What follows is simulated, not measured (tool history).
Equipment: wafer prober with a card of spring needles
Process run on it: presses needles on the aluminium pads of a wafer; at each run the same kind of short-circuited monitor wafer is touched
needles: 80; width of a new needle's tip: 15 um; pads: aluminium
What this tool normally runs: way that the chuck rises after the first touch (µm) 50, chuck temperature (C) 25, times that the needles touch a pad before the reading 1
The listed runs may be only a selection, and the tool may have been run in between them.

run,day,way that the chuck rises after the first touch (µm),chuck temperature (C),times that the needles touch a pad before the reading,resistance of one needle with its contact and lead (mohm),way that a needle slides on the pad (µm)
1,0,50,25,1,156,13.82
# day 0.279: tips cleaned on abrasive film
# day 0.662: tips cleaned on abrasive film
2,0.808,50,25,1,163,13.78
# day 1.096: tips cleaned on abrasive film
# day 1.517: tips cleaned on abrasive film
3,1.546,50,25,1,141,13.72
# day 1.979: tips cleaned on abrasive film
# day 2.367: tips cleaned on abrasive film
4,2.367,50,25,1,133,13.69
# day 2.796: tips cleaned on abrasive film
# day 3.179: tips cleaned on abrasive film
5,3.179,50,63,1,138,13.65
# day 3.638: tips cleaned on abrasive film
# day 3.742: height of the first contact set anew
# day 4.104: tips cleaned on abrasive film
6,4.146,50,63,1,145,13.94
# day 4.517: tips cleaned on abrasive film
# day 4.962: tips cleaned on abrasive film
7,5.221,48,63,1,197,13.37
# day 5.412: tips cleaned on abrasive film
# day 5.883: tips cleaned on abrasive film
8,5.996,50,25,1,166,13.88
# day 6.279: tips cleaned on abrasive film
# day 6.746: tips cleaned on abrasive film
# day 7.2: tips cleaned on abrasive film
9,7.383,50,25,1,172,13.81
# day 7.642: tips cleaned on abrasive film
# day 8.104: tips cleaned on abrasive film
# day 8.538: tips cleaned on abrasive film
10,8.579,34,25,1,166,9.27
# day 8.933: tips cleaned on abrasive film
# day 9.375: tips cleaned on abrasive film
11,9.496,34,25,1,204,9.29
# day 9.771: tips cleaned on abrasive film
# day 10.2: tips cleaned on abrasive film
# day 10.475: height of the first contact set anew
# day 10.662: tips cleaned on abrasive film
# day 11.1: tips cleaned on abrasive film
12,11.1,34,25,1,144,9.44
# day 11.533: tips cleaned on abrasive film
# day 11.958: tips cleaned on abrasive film
13,12.288,50,25,1,198,13.85
# day 12.379: tips cleaned on abrasive film
# day 12.796: tips cleaned on abrasive film
# day 13.246: tips cleaned on abrasive film
14,13.462,50,25,1,181,13.79
# day 13.625: tips cleaned on abrasive film
# day 14.071: tips cleaned on abrasive film
# day 14.542: tips cleaned on abrasive film
# day 15.008: tips cleaned on abrasive film
15,15.096,50,25,2,141,13.72
# day 15.454: tips cleaned on abrasive film
# day 15.921: tips cleaned on abrasive film
# day 16.35: tips cleaned on abrasive film
16,16.471,35,25,3,167,9.45
# day 16.738: tips cleaned on abrasive film
# day 17.175: tips cleaned on abrasive film
# day 17.188: height of the first contact set anew
# day 17.662: tips cleaned on abrasive film
17,17.929,41,79,1,225,11.42
# day 18.121: tips cleaned on abrasive film
# day 18.583: tips cleaned on abrasive film
# day 19.05: tips cleaned on abrasive film
# day 19.517: tips cleaned on abrasive film
18,19.588,69,85,2,138,19.17
# day 19.967: tips cleaned on abrasive film
# day 20.408: tips cleaned on abrasive film
# day 20.833: tips cleaned on abrasive film
19,21.129,41,25,1,229,11.27
# day 21.225: tips cleaned on abrasive film
# day 21.604: tips cleaned on abrasive film
# day 22.046: tips cleaned on abrasive film
20,22.308,50,32,2,167,13.73
# day 22.462: tips cleaned on abrasive film
# day 22.925: tips cleaned on abrasive film
# day 23.362: tips cleaned on abrasive film
21,23.362,56,45,3,127,15.36
# day 23.825: tips cleaned on abrasive film
# day 23.929: height of the first contact set anew
# day 24.288: tips cleaned on abrasive film
22,24.638,56,115,1,195,15.58
# day 24.733: tips cleaned on abrasive film
# day 25.167: tips cleaned on abrasive film
# day 25.612: tips cleaned on abrasive film
# day 26.058: tips cleaned on abrasive film
23,26.058,38,57,1,158,10.45
# day 26.5: tips cleaned on abrasive film
24,26.808,38,31,1,261,10.47
# day 26.908: tips cleaned on abrasive film
# day 27.346: tips cleaned on abrasive film
# day 27.812: tips cleaned on abrasive film
25,28.138,38,31,1,269,10.4
# day 28.238: tips cleaned on abrasive film
# day 28.683: tips cleaned on abrasive film
26,28.842,38,68,1,222,10.37
# day 29.104: tips cleaned on abrasive film
# day 29.567: tips cleaned on abrasive film
27,29.712,38,68,1,216,10.36
# day 29.962: tips cleaned on abrasive film
# day 30.429: tips cleaned on abrasive film
# day 30.704: height of the first contact set anew
28,30.725,51,74,1,198,14.23

What would each run have given without the hidden state, its run-to-run variation left as it was?
The tool's hidden condition here consists of: debris on the tips, nm; way that the needles fall short of the set height, um; tips' diameter, um; drift of the gauge itself on contact_mohm, %; drift of the gauge itself on scrub_um, %.
run,resistance of one needle with its contact and lead (mohm),way that a needle slides on the pad (µm)
1,120,13.94
2,120,13.95
3,120,13.93
4,122,13.94
5,130,13.95
6,126,13.95
7,130,13.41
8,122,13.97
9,121,13.95
10,128,9.46
11,129,9.52
12,127,9.49
13,119,13.95
14,120,13.95
15,119,13.95
16,131,9.75
17,136,11.44
18,125,19.26
19,123,11.42
20,122,13.93
21,120,15.62
22,133,15.59
23,133,10.56
24,127,10.6
25,129,10.58
26,134,10.6
27,133,10.63
28,130,14.23
